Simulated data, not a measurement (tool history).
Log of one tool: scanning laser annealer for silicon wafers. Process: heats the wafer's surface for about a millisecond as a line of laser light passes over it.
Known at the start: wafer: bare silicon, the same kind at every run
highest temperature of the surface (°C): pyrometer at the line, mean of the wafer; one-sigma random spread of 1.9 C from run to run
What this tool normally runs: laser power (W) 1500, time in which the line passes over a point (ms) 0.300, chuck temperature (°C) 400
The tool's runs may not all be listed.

| run | hour | laser power (W) | time in which the line passes over a point (ms) | chuck temperature (°C) | highest temperature of the surface (°C) |
|---|---|---|---|---|---|
| 1 | 0.0 | 1500 | 0.300 | 400 | 1183 |
| 2 | 25.8 | 1500 | 0.300 | 400 | 1178 |
| 3 | 84.8 | 1500 | 0.300 | 400 | 1176 |
| 4 | 131.5 | 1500 | 0.263 | 400 | 1121 |
| 5 | 164.0 | 1500 | 0.263 | 400 | 1122 |
| 6 | 218.5 | 1594 | 0.300 | 400 | 1233 |
| 7 | 263.3 | 1286 | 0.214 | 362 | 893 |
| 8 | 308.4 | 1309 | 0.230 | 362 | 927 |
| 9 | 362.3 | 1418 | 0.246 | 425 | 1069 |

Estimate the outcome of run 10 from the log above:
|  | 383.7 | window over the wafer cleaned |
| 10 | 398.6 | 1576 | 0.307 | 400 | ? |

{"run 10": {"highest temperature of the surface (°C)": 1270}}
Were there no unlogged condition in the tool, this run, its random variation unchanged, would have produced highest temperature of the surface (°C) 1283.
